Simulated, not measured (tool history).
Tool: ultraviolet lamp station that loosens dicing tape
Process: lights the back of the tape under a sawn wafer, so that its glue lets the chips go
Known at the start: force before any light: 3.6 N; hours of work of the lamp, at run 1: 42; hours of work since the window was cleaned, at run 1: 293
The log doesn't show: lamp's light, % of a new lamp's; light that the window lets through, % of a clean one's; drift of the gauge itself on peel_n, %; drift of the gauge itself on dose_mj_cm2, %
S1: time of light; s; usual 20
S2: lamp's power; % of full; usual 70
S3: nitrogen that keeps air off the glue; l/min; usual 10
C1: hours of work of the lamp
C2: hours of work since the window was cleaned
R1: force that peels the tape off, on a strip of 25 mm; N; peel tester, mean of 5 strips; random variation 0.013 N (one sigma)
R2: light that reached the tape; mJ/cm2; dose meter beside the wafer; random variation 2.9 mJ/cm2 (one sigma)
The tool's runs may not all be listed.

run,hour,S1,S2,S3,C1,C2,R1,R2
1,0.0,20,70,10,42,293,0.640,399
2,23.4,20,70,10,59,309,0.652,390
3,37.6,20,70,10,69,320,0.655,395
4,52.3,20,70,10,79,330,0.687,390
5,75.1,20,70,10,96,346,0.655,391
6,97.4,20,70,10,111,362,0.681,385
# hour 111.9: window cleaned of glue's vapour
7,121.3,20,70,10,128,7,0.612,405
8,138.0,20,70,10,140,18,0.616,404
9,148.6,20,70,19,147,26,0.514,403
10,165.1,20,70,19,159,38,0.524,397
11,176.2,20,70,19,167,45,0.509,400
12,188.7,20,70,10,175,54,0.643,398
13,198.5,20,70,10,182,61,0.637,397
14,220.3,20,70,10,198,77,0.648,392
15,235.1,20,61,10,208,87,0.812,342
16,251.2,20,61,10,220,99,0.830,341
17,263.0,20,70,10,228,107,0.665,386
18,273.1,20,70,10,235,114,0.666,389
19,286.9,20,70,10,245,124,0.670,384
20,304.1,23,70,10,257,136,0.554,437
21,323.6,20,70,10,271,150,0.680,384
22,340.9,24,69,9,283,162,0.550,452
23,352.1,20,79,10,291,170,0.559,423
24,370.3,20,81,8,304,183,0.613,441
25,382.8,20,81,8,313,192,0.615,436
26,405.4,20,81,8,329,208,0.623,432
27,425.0,22,98,10,343,221,0.332,573
28,435.3,23,98,3,350,229,0.595,596
29,457.0,20,91,13,365,244,0.420,473
30,478.8,20,76,11,381,259,0.626,392
31,499.1,20,61,10,395,274,0.899,314
32,518.0,20,61,10,408,287,0.886,317
33,539.8,20,61,10,424,303,0.902,315
34,552.1,20,70,18,432,311,0.608,354
35,563.1,38,92,10,440,319,0.159,890
36,582.1,38,92,10,454,333,0.153,881
37,604.5,21,77,8,470,348,0.666,405
38,627.6,20,69,13,486,365,0.753,343
# hour 637.2: window cleaned of glue's vapour
39,647.4,20,69,13,499,7,0.661,362
40,657.6,20,66,19,507,14,0.649,348
41,677.3,20,66,19,521,28,0.666,342
42,687.3,14,70,8,528,35,1.262,257

5 ways to go on from here, each from the tool as it stands after run 42. What would each give?
A,704.2,23,79,13,540,47,?,?
B,704.2,30,99,8,540,47,?,?
C,704.2,14,95,8,540,47,?,?
D,704.2,18,76,18,540,47,?,?
E,704.2,34,92,17,540,47,?,?

run,R1,R2
A,0.460,473
B,0.215,763
C,0.869,343
D,0.640,348
E,0.168,808
Without the tool's hidden state the same runs would have given:
run,R1,R2
A,0.347,554
B,0.165,894
C,0.694,402
D,0.495,407
E,0.142,947
